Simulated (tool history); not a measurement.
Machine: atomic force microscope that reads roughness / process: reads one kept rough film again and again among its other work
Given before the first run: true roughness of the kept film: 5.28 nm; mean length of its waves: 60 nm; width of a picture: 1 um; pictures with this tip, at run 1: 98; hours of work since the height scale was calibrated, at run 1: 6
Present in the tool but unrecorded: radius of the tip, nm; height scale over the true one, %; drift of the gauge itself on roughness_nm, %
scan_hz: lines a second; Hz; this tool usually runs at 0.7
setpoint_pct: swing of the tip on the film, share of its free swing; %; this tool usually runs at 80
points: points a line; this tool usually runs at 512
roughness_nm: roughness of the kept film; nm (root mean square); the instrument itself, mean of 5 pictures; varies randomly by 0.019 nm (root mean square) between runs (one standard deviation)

| run | hour | scan_hz | setpoint_pct | points | pictures with this tip | hours of work since the height scale was calibrated | roughness_nm |
|---|---|---|---|---|---|---|---|
| 1 | 0 | 0.7 | 80 | 512 | 98 | 6 | 4.756 |
| 2 | 25.1 | 0.7 | 80 | 512 | 128 | 17 | 4.734 |
|  | 45.8 | new tip fitted |
| 3 | 56.1 | 0.7 | 80 | 512 | 12 | 31 | 4.764 |
| 4 | 87.9 | 0.7 | 80 | 512 | 51 | 46 | 4.751 |
| 5 | 120.1 | 0.7 | 80 | 512 | 90 | 61 | 4.727 |
| 6 | 137.5 | 0.7 | 80 | 512 | 111 | 69 | 4.719 |
| 7 | 166.7 | 0.7 | 80 | 512 | 147 | 82 | 4.719 |
|  | 173.4 | new tip fitted |
| 8 | 188.9 | 0.7 | 69 | 512 | 19 | 92 | 4.837 |
| 9 | 205.5 | 0.7 | 79 | 512 | 39 | 100 | 4.755 |
| 10 | 226.7 | 0.555 | 80 | 512 | 65 | 110 | 4.767 |
| 11 | 242.4 | 0.555 | 80 | 512 | 84 | 117 | 4.805 |
| 12 | 276.3 | 0.7 | 80 | 512 | 125 | 132 | 4.724 |
|  | 300.6 | new tip fitted |
| 13 | 300.6 | 2.825 | 80 | 512 | 0 | 143 | 4.094 |
| 14 | 322.3 | 0.7 | 80 | 715 | 26 | 153 | 4.734 |
| 15 | 339.8 | 1.486 | 56 | 746 | 48 | 161 | 4.845 |
| 16 | 362.2 | 0.824 | 56 | 539 | 75 | 172 | 4.913 |
| 17 | 392 | 0.824 | 56 | 539 | 111 | 185 | 4.902 |
| 18 | 421.2 | 0.926 | 88 | 916 | 147 | 199 | 4.522 |
|  | 428.5 | new tip fitted |
| 19 | 439.1 | 0.926 | 88 | 916 | 13 | 207 | 4.504 |
| 20 | 463.3 | 0.7 | 55 | 512 | 42 | 218 | 4.9 |
| 21 | 481.2 | 0.7 | 55 | 512 | 64 | 226 | 4.898 |
| 22 | 516.3 | 1.868 | 88 | 512 | 107 | 242 | 4.144 |
| 23 | 546.3 | 0.7 | 70 | 512 | 143 | 256 | 4.825 |
|  | 554.9 | new tip fitted |
| 24 | 572.1 | 1.531 | 61 | 512 | 21 | 268 | 4.814 |
| 25 | 602.6 | 0.7 | 89 | 512 | 58 | 282 | 4.609 |
| 26 | 636.4 | 1.029 | 62 | 344 | 99 | 298 | 4.867 |
| 27 | 662.3 | 1.218 | 85 | 597 | 130 | 309 | 4.467 |

Predict each of these 4 candidate next runs independently; none follows another, all start after run 27:
|  | 681.6 | new tip fitted |
| A | 695.4 | 0.7 | 65 | 378 | 17 | 324 | ? |
|  | 681.6 | new tip fitted |
| B | 695.4 | 0.714 | 59 | 512 | 17 | 324 | ? |
|  | 681.6 | new tip fitted |
| C | 695.4 | 2.13 | 75 | 342 | 17 | 324 | ? |
|  | 681.6 | new tip fitted |
| D | 695.4 | 0.7 | 80 | 388 | 17 | 324 | ? |

| run | roughness_nm |
|---|---|
| A | 4.911 |
| B | 4.903 |
| C | 4.416 |
| D | 4.753 |
Take away the tool's hidden state, keep each run's random variation, and the runs would have read:
| run | roughness_nm |
|---|---|
| A | 4.912 |
| B | 4.904 |
| C | 4.417 |
| D | 4.754 |
